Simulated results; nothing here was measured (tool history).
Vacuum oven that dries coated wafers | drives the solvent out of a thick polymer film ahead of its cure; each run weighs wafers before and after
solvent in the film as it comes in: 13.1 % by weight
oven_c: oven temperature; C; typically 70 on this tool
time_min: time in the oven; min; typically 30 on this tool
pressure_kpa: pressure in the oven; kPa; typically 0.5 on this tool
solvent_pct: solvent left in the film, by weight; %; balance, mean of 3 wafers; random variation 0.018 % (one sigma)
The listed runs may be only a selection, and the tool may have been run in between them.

run	hour	oven_c	time_min	pressure_kpa	solvent_pct
1	0	70	30	0.5	0.58
2	8.3	76	30	0.5	0.23
3	15.8	70	30	0.5	0.57
4	25.2	70	30	0.5	0.58
5	34.7	65	30	0.5	1.1
6	45.6	65	30	0.5	1.12
7	53.3	70	18	0.5	1.74
8	64.8	70	18	0.5	1.7
9	73.4	70	18	0.5	1.72
# hour 75.8: vacuum gauge cleaned of residue and calibrated
10	86.8	70	30	0.264	0.51
# hour 99.8: vacuum gauge cleaned of residue and calibrated, once more
11	103.1	70	30	0.5	0.54
12	118	70	25	0.5	0.88
# hour 130.7: oven's thermocouples calibrated
13	132.1	70	25	0.5	1.14
14	145.5	70	42	0.5	0.32
15	154	70	42	0.5	0.33
16	165.7	70	42	0.5	0.34
17	181	70	30	1.375	0.95
18	189.9	70	30	1.375	0.97
19	204.6	58	27	0.271	3.07
20	218.3	75	53	0.401	0.05
21	227.7	75	53	0.401	0.09
22	237	79	24	0.5	0.38
23	251.7	80	30	1.692	0.31
24	265.5	79	46	1.361	0.2
25	278.5	74	17	0.466	1.59
26	286.3	74	17	1.787	1.79
27	298.8	70	28	1.159	1

Run 28, settings as shown, results not yet in. Your forecast:
28	314.1	70	28	1.159	?

solvent_pct: 1 %
With the hidden condition absent and the run-to-run variation left alone, this run would have shown solvent_pct 0.96 %.
